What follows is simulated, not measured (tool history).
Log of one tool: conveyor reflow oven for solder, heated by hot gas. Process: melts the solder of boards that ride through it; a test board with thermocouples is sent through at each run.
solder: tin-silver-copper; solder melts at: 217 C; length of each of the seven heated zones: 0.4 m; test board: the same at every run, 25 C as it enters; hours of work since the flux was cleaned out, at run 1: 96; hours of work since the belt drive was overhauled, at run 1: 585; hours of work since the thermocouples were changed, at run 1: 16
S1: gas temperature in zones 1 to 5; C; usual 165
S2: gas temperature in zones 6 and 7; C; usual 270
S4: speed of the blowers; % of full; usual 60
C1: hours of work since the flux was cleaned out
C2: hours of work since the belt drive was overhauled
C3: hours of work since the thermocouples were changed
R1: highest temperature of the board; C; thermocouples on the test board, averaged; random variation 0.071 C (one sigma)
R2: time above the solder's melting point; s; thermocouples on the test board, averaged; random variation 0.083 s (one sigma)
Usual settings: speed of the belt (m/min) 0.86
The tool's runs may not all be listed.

{"run": 1, "day": 0.0, "S1": 165, "S2": 270, "speed of the belt (m/min)": 0.86, "S4": 60, "C1": 96, "C2": 585, "C3": 16, "R1": 247.3, "R2": 36.23}
{"run": 2, "day": 0.317, "S1": 165, "S2": 270, "speed of the belt (m/min)": 0.86, "S4": 60, "C1": 102, "C2": 591, "C3": 21, "R1": 247.24, "R2": 36.11}
{"run": 3, "day": 0.804, "S1": 165, "S2": 270, "speed of the belt (m/min)": 0.86, "S4": 86, "C1": 110, "C2": 599, "C3": 29, "R1": 255.44, "R2": 42.29}
{"run": 4, "day": 1.292, "S1": 165, "S2": 270, "speed of the belt (m/min)": 0.86, "S4": 60, "C1": 118, "C2": 607, "C3": 37, "R1": 247.15, "R2": 36.14}
{"run": 5, "day": 1.821, "S1": 165, "S2": 270, "speed of the belt (m/min)": 0.86, "S4": 60, "C1": 127, "C2": 616, "C3": 46, "R1": 247.4, "R2": 36.16}
{"run": 6, "day": 2.45, "S1": 165, "S2": 270, "speed of the belt (m/min)": 0.86, "S4": 60, "C1": 137, "C2": 626, "C3": 56, "R1": 247.25, "R2": 36.26}
{"run": 7, "day": 2.854, "S1": 165, "S2": 270, "speed of the belt (m/min)": 0.86, "S4": 60, "C1": 144, "C2": 633, "C3": 63, "R1": 247.26, "R2": 36.02}
{"run": 8, "day": 3.388, "S1": 165, "S2": 270, "speed of the belt (m/min)": 0.86, "S4": 60, "C1": 152, "C2": 641, "C3": 72, "R1": 247.29, "R2": 36.17}
{"run": 9, "day": 4.129, "S1": 165, "S2": 270, "speed of the belt (m/min)": 0.7, "S4": 61, "C1": 165, "C2": 654, "C3": 84, "R1": 254.97, "R2": 51.75}
{"run": 10, "day": 4.808, "S1": 165, "S2": 259, "speed of the belt (m/min)": 0.86, "S4": 60, "C1": 176, "C2": 665, "C3": 96, "R1": 237.88, "R2": 29.48}
{"day": 5.017, "done": "belt drive overhauled, speed set with a stopwatch"}
{"run": 11, "day": 5.504, "S1": 176, "S2": 270, "speed of the belt (m/min)": 1.026, "S4": 60, "C1": 185, "C2": 8, "C3": 104, "R1": 242.96, "R2": 29.49}
{"run": 12, "day": 6.054, "S1": 165, "S2": 270, "speed of the belt (m/min)": 0.878, "S4": 60, "C1": 194, "C2": 17, "C3": 113, "R1": 246.8, "R2": 35.4}
{"run": 13, "day": 6.362, "S1": 165, "S2": 270, "speed of the belt (m/min)": 0.939, "S4": 60, "C1": 199, "C2": 22, "C3": 118, "R1": 243.99, "R2": 30.95}
{"run": 14, "day": 6.938, "S1": 165, "S2": 263, "speed of the belt (m/min)": 0.939, "S4": 81, "C1": 209, "C2": 32, "C3": 128, "R1": 245.38, "R2": 33.44}
{"run": 15, "day": 7.475, "S1": 165, "S2": 263, "speed of the belt (m/min)": 0.939, "S4": 81, "C1": 217, "C2": 41, "C3": 137, "R1": 245.31, "R2": 33.32}
{"run": 16, "day": 7.9, "S1": 157, "S2": 270, "speed of the belt (m/min)": 0.86, "S4": 51, "C1": 224, "C2": 48, "C3": 144, "R1": 241.4, "R2": 30.02}

5 ways to go on from here, each from the tool as it stands after run 16. What would each give?
{"run": "A", "day": 8.292, "S1": 152, "S2": 270, "speed of the belt (m/min)": 0.86, "S4": 51, "C1": 231, "C2": 54, "C3": 150, "R1": "?", "R2": "?"}
{"run": "B", "day": 8.292, "S1": 170, "S2": 270, "speed of the belt (m/min)": 0.86, "S4": 71, "C1": 231, "C2": 54, "C3": 150, "R1": "?", "R2": "?"}
{"run": "C", "day": 8.292, "S1": 152, "S2": 263, "speed of the belt (m/min)": 0.86, "S4": 76, "C1": 231, "C2": 54, "C3": 150, "R1": "?", "R2": "?"}
{"run": "D", "day": 8.292, "S1": 177, "S2": 270, "speed of the belt (m/min)": 0.854, "S4": 63, "C1": 231, "C2": 54, "C3": 150, "R1": "?", "R2": "?"}
{"run": "E", "day": 8.292, "S1": 164, "S2": 270, "speed of the belt (m/min)": 0.86, "S4": 53, "C1": 231, "C2": 54, "C3": 150, "R1": "?", "R2": "?"}

run=A R1=240.01 R2=28.08
run=B R1=252.31 R2=41.88
run=C R1=244.61 R2=33.41
run=D R1=251.42 R2=43.06
run=E R1=244.12 R2=33.8
Without the tool's hidden state the same runs would have given:
run=A R1=239.31 R2=26.54
run=B R1=252.09 R2=40.39
run=C R1=244.48 R2=32.25
run=D R1=251.07 R2=41.43
run=E R1=243.51 R2=32.19
